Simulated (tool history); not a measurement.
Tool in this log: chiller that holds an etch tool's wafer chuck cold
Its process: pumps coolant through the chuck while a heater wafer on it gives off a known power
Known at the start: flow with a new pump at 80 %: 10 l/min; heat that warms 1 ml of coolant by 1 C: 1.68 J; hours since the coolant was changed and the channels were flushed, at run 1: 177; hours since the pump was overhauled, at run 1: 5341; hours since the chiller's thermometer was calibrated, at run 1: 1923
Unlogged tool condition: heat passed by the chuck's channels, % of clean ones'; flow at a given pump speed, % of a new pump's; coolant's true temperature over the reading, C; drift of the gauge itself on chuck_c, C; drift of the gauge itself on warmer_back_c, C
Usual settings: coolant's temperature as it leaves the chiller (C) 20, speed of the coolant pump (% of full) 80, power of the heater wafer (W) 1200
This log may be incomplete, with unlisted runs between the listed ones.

| run | hour | coolant's temperature as it leaves the chiller (C) | speed of the coolant pump (% of full) | power of the heater wafer (W) | hours since the coolant was changed and the channels were flushed | hours since the pump was overhauled | hours since the chiller's thermometer was calibrated | chuck's temperature once it has settled (C) | how much warmer the coolant comes back (C) |
|---|---|---|---|---|---|---|---|---|---|
| 1 | 0.0 | 20 | 80 | 1200 | 177 | 5341 | 1923 | 30.8 | 4.85 |
| 2 | 149.3 | 20 | 80 | 1200 | 326 | 5491 | 2072 | 30.7 | 4.72 |
| 3 | 303.5 | 20 | 80 | 1200 | 481 | 5645 | 2227 | 30.7 | 4.80 |
| 4 | 464.2 | 20 | 97 | 1200 | 641 | 5806 | 2387 | 29.1 | 3.96 |
| 5 | 558.9 | 20 | 69 | 1200 | 736 | 5900 | 2482 | 32.6 | 5.69 |
| 6 | 694.6 | 20 | 69 | 1200 | 872 | 6036 | 2618 | 32.6 | 5.73 |
| 7 | 819.3 | 20 | 80 | 1200 | 996 | 6161 | 2742 | 31.0 | 4.90 |
| 8 | 982.0 | 20 | 60 | 803 | 1159 | 6323 | 2905 | 29.4 | 4.44 |
| 9 | 1069.7 | 27 | 84 | 951 | 1247 | 6411 | 2993 | 35.4 | 3.70 |
| 10 | 1141.7 | 27 | 84 | 951 | 1319 | 6483 | 3065 | 35.2 | 3.70 |
| 11 | 1207.1 | 20 | 73 | 1200 | 1384 | 6548 | 3130 | 32.0 | 5.45 |
|  | 1364.4 | chiller's thermometer calibrated |
| 12 | 1367.1 | 20 | 73 | 1200 | 1543 | 6707 | 3 | 32.2 | 5.41 |
| 13 | 1474.9 | 20 | 73 | 1200 | 1651 | 6815 | 110 | 32.3 | 5.49 |

Run 14 has not been measured yet. What should we expect?
| 14 | 1595.1 | 20 | 85 | 1200 | 1771 | 6935 | 231 | ? | ? |

{"run 14": {"chuck's temperature once it has settled (C)": 30.6, "how much warmer the coolant comes back (C)": 4.7}}
The same run, on a tool lacking any hidden state, would have yielded chuck's temperature once it has settled (C) 29.1, how much warmer the coolant comes back (C) 4.05.
